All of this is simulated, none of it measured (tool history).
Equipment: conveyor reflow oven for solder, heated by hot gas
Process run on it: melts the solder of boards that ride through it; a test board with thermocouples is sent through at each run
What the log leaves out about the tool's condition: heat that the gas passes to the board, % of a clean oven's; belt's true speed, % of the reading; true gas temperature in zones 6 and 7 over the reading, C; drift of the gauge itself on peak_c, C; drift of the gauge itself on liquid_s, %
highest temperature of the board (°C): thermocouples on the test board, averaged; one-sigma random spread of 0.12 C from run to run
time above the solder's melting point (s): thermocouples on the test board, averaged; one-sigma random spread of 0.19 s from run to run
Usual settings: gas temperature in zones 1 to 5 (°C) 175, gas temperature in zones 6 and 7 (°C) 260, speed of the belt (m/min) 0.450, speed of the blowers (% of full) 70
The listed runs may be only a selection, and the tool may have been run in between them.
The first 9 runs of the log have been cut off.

run    hour  gas temperature in zones 1 to 5 (°C)  gas temperature in zones 6 and 7 (°C)  speed of the belt (m/min)  speed of the blowers (% of full)  hours of work since the flux was cleaned out  hours of work since the belt drive was overhauled  hours of work since the thermocouples were changed  highest temperature of the board (°C)  time above the solder's melting point (s)
 10   440.2                                   175                                    258                      0.450                                70                                           216                                                313                                                1390                                  243.0                                       69.1
      458.1  -- flux residue cleaned out of gas plates and filters
 11   496.0                                   175                                    258                      0.450                                70                                            18                                                337                                                1415                                  244.5                                       71.6
 12   556.5                                   175                                    258                      0.450                                70                                            47                                                366                                                1443                                  244.3                                       71.5
      576.3  -- thermocouples of zones 6 and 7 changed
 13   615.8                                   188                                    260                      0.450                                70                                            74                                                393                                                  19                                  247.5                                       83.1
 14   668.1                                   188                                    260                      0.450                                70                                            99                                                418                                                  44                                  247.1                                       82.5
 15   701.2                                   175                                    260                      0.526                                70                                           115                                                434                                                  59                                  239.6                                       52.9
 16   762.2                                   175                                    260                      0.526                                70                                           144                                                463                                                  88                                  239.3                                       52.0
 17   806.7                                   163                                    260                      0.520                                70                                           165                                                484                                                 109                                  236.9                                       45.0
 18   857.7                                   173                                    255                      0.403                                70                                           189                                                508                                                 134                                  242.7                                       78.4
 19   910.8                                   175                                    260                      0.380                                70                                           214                                                533                                                 159                                  248.9                                       93.6
      936.6  -- flux residue cleaned out of gas plates and filters
 20   979.2                                   175                                    260                      0.380                                75                                            20                                                563                                                 189                                  250.6                                       96.6
 21  1052.7                                   175                                    260                      0.431                                70                                            55                                                598                                                 224                                  246.6                                       78.2
 22  1106.7                                   175                                    260                      0.450                                70                                            81                                                624                                                 250                                  245.1                                       72.8
 23  1166.9                                   179                                    257                      0.419                                52                                           109                                                652                                                 278                                  242.0                                       75.1
 24  1222.3                                   175                                    260                      0.398                                77                                           136                                                679                                                 304                                  249.2                                       90.0
 25  1251.9                                   175                                    254                      0.398                                72                                           150                                                693                                                 319                                  243.3                                       81.9
 26  1298.0                                   175                                    254                      0.398                                72                                           172                                                715                                                 340                                  243.2                                       81.9
 27  1350.9                                   175                                    260                      0.515                                69                                           197                                                740                                                 366                                  240.0                                       54.8
     1413.1  -- flux residue cleaned out of gas plates and filters
 28  1422.8                                   165                                    266                      0.476                                80                                             5                                                772                                                 397                                  249.1                                       68.7
 29  1463.0                                   165                                    266                      0.476                                80                                            24                                                791                                                 416                                  249.2                                       68.2
 30  1533.1                                   165                                    266                      0.476                                80                                            57                                                824                                                 450                                  248.7                                       67.6
 31  1601.8                                   173                                    265                      0.450                                52                                            90                                                857                                                 482                                  245.4                                       70.3

Here are 4 independent what-if runs from the current tool condition. What would each one return?
  A  1665.2                                   162                                    258                      0.450                                52                                           120                                                887                                                 512                                      ?                                          ?
  B  1665.2                                   188                                    258                      0.439                                52                                           120                                                887                                                 512                                      ?                                          ?
  C  1665.2                                   173                                    265                      0.519                                50                                           120                                                887                                                 512                                      ?                                          ?
  D  1665.2                                   175                                    260                      0.400                                62                                           120                                                887                                                 512                                      ?                                          ?

run  highest temperature of the board (°C)  time above the solder's melting point (s)
  A                                  236.8                                       52.5
  B                                  243.7                                       79.3
  C                                  239.1                                       50.4
  D                                  247.3                                       85.7
What these runs would have given with no unlogged condition in the tool:
run  highest temperature of the board (°C)  time above the solder's melting point (s)
  A                                  236.6                                       52.1
  B                                  243.4                                       78.5
  C                                  239.0                                       50.1
  D                                  247.0                                       84.9
